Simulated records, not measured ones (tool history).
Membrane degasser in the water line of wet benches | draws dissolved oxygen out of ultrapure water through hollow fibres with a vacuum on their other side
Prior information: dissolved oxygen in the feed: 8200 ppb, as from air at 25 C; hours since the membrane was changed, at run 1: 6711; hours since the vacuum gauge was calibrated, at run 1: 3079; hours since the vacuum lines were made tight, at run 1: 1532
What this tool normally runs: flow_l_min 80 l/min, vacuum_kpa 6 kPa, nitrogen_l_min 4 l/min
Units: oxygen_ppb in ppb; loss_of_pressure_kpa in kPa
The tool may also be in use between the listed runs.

| run | hour | flow_l_min | vacuum_kpa | nitrogen_l_min | hours since the membrane was changed | hours since the vacuum gauge was calibrated | hours since the vacuum lines were made tight | oxygen_ppb | loss_of_pressure_kpa |
|---|---|---|---|---|---|---|---|---|---|
| 1 | 0 | 80 | 6 | 4 | 6711 | 3079 | 1532 | 134.9 | 43.6 |
| 2 | 228.9 | 80 | 6 | 4 | 6940 | 3308 | 1761 | 135.3 | 43.64 |
| 3 | 465.8 | 80 | 6 | 4 | 7176 | 3545 | 1998 | 134.3 | 43.85 |
| 4 | 646 | 80 | 6 | 1.86 | 7357 | 3725 | 2178 | 243.5 | 43.63 |
| 5 | 827.4 | 80 | 6 | 1.86 | 7538 | 3907 | 2360 | 242.4 | 43.65 |
| 6 | 1162.3 | 80 | 6 | 1.86 | 7873 | 4242 | 2695 | 244.8 | 43.81 |
| 7 | 1348.4 | 80 | 6 | 3.8 | 8059 | 4428 | 2881 | 140.4 | 43.75 |
| 8 | 1678.9 | 80 | 6 | 4 | 8390 | 4758 | 3211 | 135.1 | 43.67 |
| 9 | 1926 | 102 | 6 | 4 | 8637 | 5005 | 3458 | 184.6 | 55.72 |
| 10 | 2131.5 | 102 | 6 | 4 | 8842 | 5211 | 3664 | 183.8 | 55.85 |
| 11 | 2451.4 | 102 | 6 | 4 | 9162 | 5531 | 3984 | 185.5 | 55.77 |
| 12 | 2698.4 | 102 | 6 | 4 | 9409 | 5778 | 4231 | 183.3 | 55.75 |
| 13 | 2953.4 | 102 | 6 | 4 | 9664 | 6033 | 4486 | 184.6 | 55.74 |
| 14 | 3222.1 | 102 | 6 | 4 | 9933 | 6301 | 4755 | 184.1 | 55.95 |
| 15 | 3518.6 | 102 | 6 | 4 | 10229 | 6598 | 5051 | 184.6 | 55.59 |
| 16 | 3673.1 | 102 | 6 | 4 | 10384 | 6752 | 5206 | 185.3 | 55.79 |
| 17 | 4016 | 102 | 6 | 4 | 10727 | 7095 | 5548 | 184.3 | 55.74 |
| 18 | 4290.8 | 57 | 6 | 7.08 | 11002 | 7370 | 5823 | 55.3 | 30.92 |
|  | 4333.9 | vacuum gauge calibrated |
| 19 | 4534 | 57 | 4.17 | 1.88 | 11244 | 200 | 6066 | 63.3 | 31.27 |
| 20 | 4863.5 | 84 | 4.25 | 1.88 | 11574 | 530 | 6395 | 105.3 | 45.76 |

Run 21 is up next; what results do you expect?
|  | 4892.2 | membrane cartridge changed |
| 21 | 5038.5 | 71 | 3.81 | 3.86 | 146 | 701 | 6566 | ? | ? |

{"run 21": {"oxygen_ppb": 31.7, "loss_of_pressure_kpa": 38.92}}
With the hidden condition absent and the run-to-run variation left alone, this run would have shown oxygen_ppb 31.7 ppb, loss_of_pressure_kpa 38.92 kPa.
